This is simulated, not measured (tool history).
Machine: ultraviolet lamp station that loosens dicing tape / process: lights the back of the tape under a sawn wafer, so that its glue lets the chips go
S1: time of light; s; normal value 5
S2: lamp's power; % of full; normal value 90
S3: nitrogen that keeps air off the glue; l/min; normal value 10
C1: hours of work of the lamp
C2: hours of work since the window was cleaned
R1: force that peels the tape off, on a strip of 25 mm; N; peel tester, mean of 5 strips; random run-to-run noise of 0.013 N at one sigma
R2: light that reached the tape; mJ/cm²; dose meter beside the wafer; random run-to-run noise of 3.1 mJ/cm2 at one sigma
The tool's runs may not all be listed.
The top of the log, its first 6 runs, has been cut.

run     day  S1  S2  S3   C1   C2     R1   R2
  7   3.279   5  90   4  169  169  1.264  469
  8   4.021   5  90   4  179  179  1.285  473
  9   4.796   5  90   4  190  190  1.318  474
 10   5.571   5  90   4  200  200  1.281  471
 11   6.342   5  90   4  210  210  1.302  475
 12   7.071   5  76  10  220  220  0.831  403
 13   7.808   5  76  10  230  230  0.835  399
 14   8.229   5  76  10  235  235  0.852  402
 15   8.742   5  87  10  242  242  0.634  454
 16   9.158   5  71  10  248  248  0.978  377
 17     9.5   5  71   6  252  252  1.498  378
 18  10.012   9  63   6  259  259  0.561  603
 19  10.579   9  85   6  266  266  0.308  799
 20  10.975   5  83   4  272  272  1.595  440
 21  11.792   5  83   4  283  283  1.508  436
 22  12.379   5  94   3  290  290  1.524  498
 23  12.896   5  89   4  297  297  1.295  470
 24  13.592   5  89   4  306  306  1.335  473
 25  13.933   7  81   5  311  311  0.654  602
 26  14.354   7  81   5  317  317   0.64  603
 27  14.871   7  81   5  323  323  0.657  599
 28  15.471   5  60   4  331  331  2.546  321

Run 29, settings as shown, results not yet in. Your forecast:
 29  16.171  10  60   9  341  341   ?   ?

Run 29 came out at R1 0.365 N, R2 633 mJ/cm².
Minus the tool's unlogged condition, the same run would have read R1 0.364 N, R2 634 mJ/cm².
